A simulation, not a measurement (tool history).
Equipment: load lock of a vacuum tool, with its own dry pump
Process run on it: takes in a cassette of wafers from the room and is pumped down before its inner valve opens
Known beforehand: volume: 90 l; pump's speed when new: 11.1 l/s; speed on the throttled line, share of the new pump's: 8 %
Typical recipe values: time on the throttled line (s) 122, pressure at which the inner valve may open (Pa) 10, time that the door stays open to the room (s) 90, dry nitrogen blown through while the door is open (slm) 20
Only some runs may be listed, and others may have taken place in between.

run    hour  time on the throttled line (s)  pressure at which the inner valve may open (Pa)  time that the door stays open to the room (s)  dry nitrogen blown through while the door is open (slm)  incoming humidity of the room's air, %  time from the closed door until the inner valve may open (s)  rise of the pressure with all valves shut (Pa/min)
  1     0.0                             122                                               10                                             90                                                       20                                    45.5                                                         186.9                                               0.025
  2   612.1                             122                                               10                                             90                                                       20                                    41.0                                                         188.6                                               0.017
  3   952.1                             122                                               10                                             90                                                       20                                    45.4                                                         187.1                                               0.020
  4  1286.5                             122                                               10                                             90                                                       20                                    44.7                                                         184.1                                               0.024
  5  1880.5                             216                                               10                                             90                                                       20                                    48.9                                                         275.1                                               0.027
  6  2209.5                             216                                               10                                             90                                                       20                                    42.7                                                         273.9                                               0.022
  7  2875.7                             216                                               10                                             90                                                       20                                    49.1                                                         273.0                                               0.029
  8  3553.8                             216                                               10                                             90                                                       20                                    46.3                                                         274.2                                               0.020
  9  4185.7                             127                                               10                                             90                                                       20                                    44.7                                                         192.1                                               0.022
     4438.0  -- dry pump taken out, an overhauled one fitted
 10  4524.0                             127                                               10                                             90                                                       20                                    44.9                                                         190.7                                               0.018
 11  4920.0                             127                                               10                                             90                                                       20                                    45.8                                                         191.3                                               0.026
 12  5552.3                             180                                               20                                             64                                                       13                                    45.1                                                         235.7                                               0.023
 13  6088.2                              77                                               19                                             97                                                        4                                    47.6                                                         143.0                                               0.052
 14  6528.5                             113                                               12                                             59                                                       13                                    50.1                                                         176.6                                               0.021
 15  6819.5                             122                                               17                                             90                                                       31                                    40.1                                                         182.5                                               0.014
 16  7434.3                             122                                               17                                             90                                                       31                                    43.7                                                         183.6                                               0.009
 17  7871.8                             122                                               12                                             90                                                       31                                    41.2                                                         184.9                                               0.017
 18  8197.4                             174                                               12                                             90                                                       37                                    47.0                                                         232.7                                               0.014
 19  8548.0                             174                                               12                                            104                                                       33                                    46.4                                                         233.4                                               0.020
 20  9058.8                             122                                               10                                             90                                                        5                                    46.5                                                         187.0                                               0.049
 21  9463.9                             122                                               10                                            155                                                       20                                    41.3                                                         187.6                                               0.027
 22  9959.5                             122                                               10                                            155                                                       20                                    41.4                                                         188.7                                               0.032

Predict each of these 5 candidate next runs independently; none follows another, all start after run 22:
  A  10278.5                             122                                                9                                             61                                                       20                                    45.2                                                             ?                                                   ?
  B  10278.5                             206                                               12                                             90                                                        6                                    45.5                                                             ?                                                   ?
  C  10278.5                             122                                               13                                             90                                                        8                                    44.7                                                             ?                                                   ?
  D  10278.5                             122                                               10                                             25                                                       20                                    43.2                                                             ?                                                   ?
  E  10278.5                             222                                               10                                            155                                                       20                                    44.0                                                             ?                                                   ?

run  time from the closed door until the inner valve may open (s)  rise of the pressure with all valves shut (Pa/min)
  A                                                         190.1                                               0.021
  B                                                         266.0                                               0.038
  C                                                         186.2                                               0.036
  D                                                         185.8                                               0.010
  E                                                         279.7                                               0.031
Stripped of hidden state, with their random variation kept, the same runs would have yielded:
run  time from the closed door until the inner valve may open (s)  rise of the pressure with all valves shut (Pa/min)
  A                                                         190.0                                               0.020
  B                                                         266.0                                               0.037
  C                                                         186.2                                               0.036
  D                                                         185.8                                               0.009
  E                                                         279.7                                               0.030
